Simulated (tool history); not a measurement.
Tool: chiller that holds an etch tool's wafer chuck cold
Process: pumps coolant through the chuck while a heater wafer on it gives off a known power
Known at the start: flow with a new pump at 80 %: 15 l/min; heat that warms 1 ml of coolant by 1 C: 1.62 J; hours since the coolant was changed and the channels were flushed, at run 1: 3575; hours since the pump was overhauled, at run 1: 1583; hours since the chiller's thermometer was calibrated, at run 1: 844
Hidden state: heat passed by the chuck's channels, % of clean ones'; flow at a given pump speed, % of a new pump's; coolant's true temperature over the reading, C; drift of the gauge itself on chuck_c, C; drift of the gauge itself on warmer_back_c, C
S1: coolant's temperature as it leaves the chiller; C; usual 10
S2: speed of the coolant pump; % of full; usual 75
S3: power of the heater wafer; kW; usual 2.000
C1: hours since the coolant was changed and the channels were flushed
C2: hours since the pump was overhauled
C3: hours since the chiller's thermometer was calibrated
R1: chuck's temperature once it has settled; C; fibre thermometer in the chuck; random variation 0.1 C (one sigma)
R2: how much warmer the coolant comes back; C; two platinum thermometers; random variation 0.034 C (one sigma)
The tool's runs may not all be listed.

run,hour,S1,S2,S3,C1,C2,C3,R1,R2
1,0.0,10,75,2.000,3575,1583,844,22.7,5.26
2,28.5,10,75,2.000,3604,1611,873,22.9,5.22
3,55.5,10,75,2.000,3631,1638,900,22.7,5.25
4,107.3,10,75,2.000,3682,1690,951,22.7,5.28
5,156.1,10,75,2.768,3731,1739,1000,27.7,7.32
6,194.9,6,66,1.786,3770,1778,1039,18.6,5.35
7,217.8,6,66,1.786,3793,1801,1062,18.6,5.27
8,241.6,1,89,2.336,3817,1824,1086,14.4,5.08

The next listed run, before its measurement:
9,281.8,17,69,1.875,3857,1865,1126,?,?

Run 9 gave R1 29.7 C, R2 5.32 C.
Without the tool's hidden state the same run would have given R1 29.7 C, R2 5.41 C.

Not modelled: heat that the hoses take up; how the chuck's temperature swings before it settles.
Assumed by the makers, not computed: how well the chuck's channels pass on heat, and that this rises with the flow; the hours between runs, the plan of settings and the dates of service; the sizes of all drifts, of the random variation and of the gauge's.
